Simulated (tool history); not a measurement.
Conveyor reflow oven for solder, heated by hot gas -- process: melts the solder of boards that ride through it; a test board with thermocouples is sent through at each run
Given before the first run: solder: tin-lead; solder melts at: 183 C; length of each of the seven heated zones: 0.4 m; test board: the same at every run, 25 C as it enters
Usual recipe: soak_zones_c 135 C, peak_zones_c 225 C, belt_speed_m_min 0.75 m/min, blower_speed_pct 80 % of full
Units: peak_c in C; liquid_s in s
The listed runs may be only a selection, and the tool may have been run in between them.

{"run": 1, "hour": 0.0, "soak_zones_c": 135, "peak_zones_c": 225, "belt_speed_m_min": 0.75, "blower_speed_pct": 80, "peak_c": 212.8, "liquid_s": 45.66}
{"run": 2, "hour": 23.1, "soak_zones_c": 135, "peak_zones_c": 225, "belt_speed_m_min": 0.75, "blower_speed_pct": 80, "peak_c": 212.9, "liquid_s": 45.49}
{"run": 3, "hour": 41.1, "soak_zones_c": 135, "peak_zones_c": 225, "belt_speed_m_min": 0.75, "blower_speed_pct": 64, "peak_c": 209.6, "liquid_s": 42.1}
{"run": 4, "hour": 67.0, "soak_zones_c": 135, "peak_zones_c": 225, "belt_speed_m_min": 0.75, "blower_speed_pct": 64, "peak_c": 209.8, "liquid_s": 42.06}
{"run": 5, "hour": 92.4, "soak_zones_c": 135, "peak_zones_c": 225, "belt_speed_m_min": 0.75, "blower_speed_pct": 64, "peak_c": 209.3, "liquid_s": 41.99}
{"run": 6, "hour": 111.2, "soak_zones_c": 135, "peak_zones_c": 225, "belt_speed_m_min": 0.75, "blower_speed_pct": 64, "peak_c": 209.5, "liquid_s": 41.97}
{"run": 7, "hour": 132.1, "soak_zones_c": 135, "peak_zones_c": 225, "belt_speed_m_min": 0.75, "blower_speed_pct": 80, "peak_c": 212.6, "liquid_s": 45.36}
{"hour": 138.7, "done": "flux residue cleaned out of gas plates and filters"}
{"run": 8, "hour": 154.4, "soak_zones_c": 135, "peak_zones_c": 225, "belt_speed_m_min": 0.75, "blower_speed_pct": 80, "peak_c": 212.3, "liquid_s": 44.91}
{"run": 9, "hour": 177.4, "soak_zones_c": 135, "peak_zones_c": 225, "belt_speed_m_min": 0.75, "blower_speed_pct": 80, "peak_c": 212.3, "liquid_s": 44.93}
{"run": 10, "hour": 200.5, "soak_zones_c": 135, "peak_zones_c": 225, "belt_speed_m_min": 0.75, "blower_speed_pct": 80, "peak_c": 212.2, "liquid_s": 44.88}
{"run": 11, "hour": 221.7, "soak_zones_c": 135, "peak_zones_c": 225, "belt_speed_m_min": 0.75, "blower_speed_pct": 80, "peak_c": 212.2, "liquid_s": 44.98}
{"run": 12, "hour": 241.6, "soak_zones_c": 135, "peak_zones_c": 225, "belt_speed_m_min": 0.75, "blower_speed_pct": 80, "peak_c": 211.9, "liquid_s": 44.76}
{"hour": 264.5, "done": "flux residue cleaned out of gas plates and filters, once more"}
{"run": 13, "hour": 269.3, "soak_zones_c": 129, "peak_zones_c": 225, "belt_speed_m_min": 0.694, "blower_speed_pct": 80, "peak_c": 214.3, "liquid_s": 49.41}
{"run": 14, "hour": 280.3, "soak_zones_c": 138, "peak_zones_c": 213, "belt_speed_m_min": 0.75, "blower_speed_pct": 80, "peak_c": 202.5, "liquid_s": 38.3}
{"run": 15, "hour": 294.5, "soak_zones_c": 135, "peak_zones_c": 225, "belt_speed_m_min": 0.891, "blower_speed_pct": 80, "peak_c": 208.6, "liquid_s": 34.4}
{"run": 16, "hour": 316.8, "soak_zones_c": 138, "peak_zones_c": 225, "belt_speed_m_min": 0.755, "blower_speed_pct": 80, "peak_c": 213.2, "liquid_s": 46.54}
{"run": 17, "hour": 333.2, "soak_zones_c": 135, "peak_zones_c": 226, "belt_speed_m_min": 0.714, "blower_speed_pct": 80, "peak_c": 214.9, "liquid_s": 50.07}
{"run": 18, "hour": 348.0, "soak_zones_c": 135, "peak_zones_c": 226, "belt_speed_m_min": 0.714, "blower_speed_pct": 80, "peak_c": 215.3, "liquid_s": 49.9}
{"run": 19, "hour": 367.3, "soak_zones_c": 135, "peak_zones_c": 226, "belt_speed_m_min": 0.714, "blower_speed_pct": 80, "peak_c": 214.8, "liquid_s": 49.76}
{"run": 20, "hour": 383.5, "soak_zones_c": 125, "peak_zones_c": 224, "belt_speed_m_min": 0.772, "blower_speed_pct": 80, "peak_c": 210, "liquid_s": 39.41}
{"run": 21, "hour": 403.2, "soak_zones_c": 129, "peak_zones_c": 216, "belt_speed_m_min": 0.75, "blower_speed_pct": 80, "peak_c": 203.7, "liquid_s": 36.93}
{"run": 22, "hour": 426.8, "soak_zones_c": 135, "peak_zones_c": 225, "belt_speed_m_min": 0.75, "blower_speed_pct": 52, "peak_c": 206.4, "liquid_s": 38.52}
{"run": 23, "hour": 438.2, "soak_zones_c": 135, "peak_zones_c": 225, "belt_speed_m_min": 0.75, "blower_speed_pct": 52, "peak_c": 206.3, "liquid_s": 38.43}

Predict each of these 3 candidate next runs independently; none follows another, all start after run 23:
{"run": "A", "hour": 457.4, "soak_zones_c": 135, "peak_zones_c": 216, "belt_speed_m_min": 0.75, "blower_speed_pct": 80, "peak_c": "?", "liquid_s": "?"}
{"run": "B", "hour": 457.4, "soak_zones_c": 123, "peak_zones_c": 225, "belt_speed_m_min": 0.75, "blower_speed_pct": 80, "peak_c": "?", "liquid_s": "?"}
{"run": "C", "hour": 457.4, "soak_zones_c": 124, "peak_zones_c": 236, "belt_speed_m_min": 0.75, "blower_speed_pct": 83, "peak_c": "?", "liquid_s": "?"}

run=A peak_c=204.3 liquid_s=39.22
run=B peak_c=211 liquid_s=41.2
run=C peak_c=221.9 liquid_s=48.19
With the hidden condition removed and each run's random variation left untouched, the same runs would have given:
run=A peak_c=206.1 liquid_s=40.86
run=B peak_c=212.9 liquid_s=42.58
run=C peak_c=223.8 liquid_s=49.21

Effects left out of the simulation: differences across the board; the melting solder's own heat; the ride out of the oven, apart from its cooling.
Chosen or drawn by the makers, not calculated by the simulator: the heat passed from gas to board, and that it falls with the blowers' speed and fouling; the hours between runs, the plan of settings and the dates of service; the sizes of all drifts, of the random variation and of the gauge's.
